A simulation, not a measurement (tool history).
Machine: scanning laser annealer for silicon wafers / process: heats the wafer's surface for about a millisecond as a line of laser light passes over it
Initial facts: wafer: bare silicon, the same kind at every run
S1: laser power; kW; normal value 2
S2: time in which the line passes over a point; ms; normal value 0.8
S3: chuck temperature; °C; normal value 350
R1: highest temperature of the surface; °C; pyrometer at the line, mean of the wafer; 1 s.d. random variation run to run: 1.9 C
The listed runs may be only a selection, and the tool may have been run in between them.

| run | day | S1 | S2 | S3 | R1 |
|---|---|---|---|---|---|
| 1 | 0 | 2 | 0.8 | 350 | 1114 |
| 2 | 1.442 | 2 | 0.62 | 350 | 1031 |
| 3 | 2.529 | 2 | 0.62 | 350 | 1034 |
| 4 | 3.996 | 2 | 0.62 | 350 | 1025 |
| 5 | 5.646 | 2 | 0.62 | 350 | 1027 |
| 6 | 6.704 | 2 | 0.62 | 350 | 1024 |
|  | 7.1 | window over the wafer cleaned |
| 7 | 7.804 | 2 | 0.62 | 350 | 1056 |
| 8 | 9.079 | 2 | 0.62 | 350 | 1057 |
| 9 | 11.042 | 2 | 0.821 | 350 | 1146 |
| 10 | 11.929 | 2 | 0.821 | 350 | 1146 |
| 11 | 12.983 | 2 | 0.821 | 350 | 1144 |
| 12 | 14.962 | 2 | 0.821 | 350 | 1140 |
| 13 | 15.85 | 2 | 0.8 | 359 | 1141 |
| 14 | 17.475 | 2 | 0.8 | 359 | 1138 |
| 15 | 19.292 | 2 | 0.8 | 359 | 1135 |
| 16 | 20.55 | 1.857 | 0.8 | 350 | 1068 |
| 17 | 22.125 | 1.857 | 0.8 | 350 | 1068 |
| 18 | 23.229 | 2 | 0.831 | 350 | 1135 |
| 19 | 24.662 | 2 | 0.831 | 350 | 1129 |
| 20 | 26.596 | 2 | 0.831 | 350 | 1130 |
| 21 | 27.775 | 2 | 0.8 | 350 | 1116 |
| 22 | 28.917 | 2.116 | 0.619 | 350 | 1074 |
| 23 | 30.021 | 2.16 | 0.619 | 370 | 1107 |
| 24 | 31.908 | 1.788 | 0.619 | 351 | 957 |
| 25 | 32.808 | 1.788 | 0.658 | 351 | 974 |
| 26 | 34.279 | 1.761 | 0.56 | 350 | 923 |
| 27 | 35.738 | 1.754 | 0.697 | 346 | 972 |
| 28 | 36.592 | 1.754 | 0.954 | 332 | 1050 |
| 29 | 37.546 | 2.118 | 0.737 | 389 | 1156 |
| 30 | 38.9 | 2.118 | 0.737 | 389 | 1157 |
|  | 39.854 | window over the wafer cleaned |
| 31 | 40.629 | 2 | 0.974 | 326 | 1185 |
| 32 | 41.742 | 1.927 | 0.661 | 332 | 1028 |
| 33 | 43.667 | 1.799 | 0.693 | 350 | 1013 |
| 34 | 45.4 | 2.139 | 0.569 | 350 | 1069 |
| 35 | 46.983 | 2 | 0.663 | 371 | 1090 |
| 36 | 48.992 | 2 | 0.663 | 371 | 1087 |
| 37 | 50.829 | 1.876 | 0.663 | 364 | 1031 |
| 38 | 51.704 | 1.816 | 0.663 | 331 | 977 |
| 39 | 53.012 | 1.705 | 0.8 | 350 | 1011 |
| 40 | 54.558 | 1.798 | 0.887 | 328 | 1051 |
| 41 | 55.583 | 1.905 | 0.64 | 389 | 1052 |

Each row is a separate what-if for the run after 41, all from the same tool condition, not one after another. Results?
| A | 57.446 | 1.905 | 0.844 | 389 | ? |
| B | 57.446 | 1.935 | 0.712 | 389 | ? |
| C | 57.446 | 2.126 | 0.8 | 350 | ? |
| D | 57.446 | 2.102 | 0.8 | 350 | ? |

| run | R1 |
|---|---|
| A | 1136 |
| B | 1091 |
| C | 1160 |
| D | 1156 |
Stripped of hidden state, with their random variation kept, the same runs would have yielded:
| run | R1 |
|---|---|
| A | 1157 |
| B | 1111 |
| C | 1183 |
| D | 1179 |
